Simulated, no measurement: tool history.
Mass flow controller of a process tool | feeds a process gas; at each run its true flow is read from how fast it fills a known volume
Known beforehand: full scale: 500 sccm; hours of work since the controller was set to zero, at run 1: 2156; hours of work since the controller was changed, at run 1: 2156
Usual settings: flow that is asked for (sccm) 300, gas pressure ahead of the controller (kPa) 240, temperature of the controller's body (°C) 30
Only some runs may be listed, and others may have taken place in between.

run      day  flow that is asked for (sccm)  gas pressure ahead of the controller (kPa)  temperature of the controller's body (°C)  hours of work since the controller was set to zero  hours of work since the controller was changed  true flow (%)
  1    0.000                            300                                         240                                         30                                                2156                                            2156         102.00
  2    6.608                            300                                         240                                         30                                                2251                                            2251         102.12
  3   12.533                            300                                         160                                         30                                                2336                                            2336         102.10
  4   16.946                            300                                         160                                         30                                                2399                                            2399         102.26
  5   24.133                            300                                         160                                         30                                                2503                                            2503         102.32
  6   30.117                            300                                         240                                         36                                                2589                                            2589         102.33
  7   36.304                            300                                         240                                         30                                                2678                                            2678         102.57
  8   42.196                            300                                         240                                         30                                                2763                                            2763         102.84
  9   45.633                            300                                         240                                         30                                                2812                                            2812         102.80
 10   49.704                            300                                         240                                         30                                                2871                                            2871         102.91
 11   54.496                            300                                         240                                         30                                                2940                                            2940         102.89
 12   57.983                            300                                         240                                         30                                                2990                                            2990         103.09
 13   63.796                            300                                         170                                         24                                                3073                                            3073         103.22
 14   70.704                            414                                         240                                         28                                                3173                                            3173         103.36
 15   75.229                            392                                         256                                         30                                                3238                                            3238         103.38
 16   80.704                             71                                         240                                         23                                                3317                                            3317         107.74
 17   86.971                             71                                         240                                         23                                                3407                                            3407         108.03
 18   91.933                             71                                         240                                         23                                                3478                                            3478         108.21
 19   97.317                            130                                         217                                         23                                                3556                                            3556         105.49
 20  100.379                            287                                         240                                         30                                                3600                                            3600         103.85
 21  107.321                            476                                         146                                         30                                                3700                                            3700         103.70
 22  110.904                            156                                         146                                         40                                                3751                                            3751         104.63
 23  114.829                            300                                         153                                         22                                                3808                                            3808         104.09

5 options for the next run, each taken on its own from the tool as it stands now. Forecast them:
  A  121.942                            300                                         231                                         21                                                3910                                            3910              ?
  B  121.942                            300                                         270                                         30                                                3910                                            3910              ?
  C  121.942                             73                                         153                                         34                                                3910                                            3910              ?
  D  121.942                            300                                         240                                         25                                                3910                                            3910              ?
  E  121.942                            327                                         172                                         40                                                3910                                            3910              ?

run  true flow (%)
  A         104.39
  B         104.24
  C         108.69
  D         104.46
  E         103.71
With the hidden condition removed and each run's random variation left untouched, the same runs would have given:
run  true flow (%)
  A          99.43
  B          99.28
  C          98.21
  D          99.50
  E          98.90

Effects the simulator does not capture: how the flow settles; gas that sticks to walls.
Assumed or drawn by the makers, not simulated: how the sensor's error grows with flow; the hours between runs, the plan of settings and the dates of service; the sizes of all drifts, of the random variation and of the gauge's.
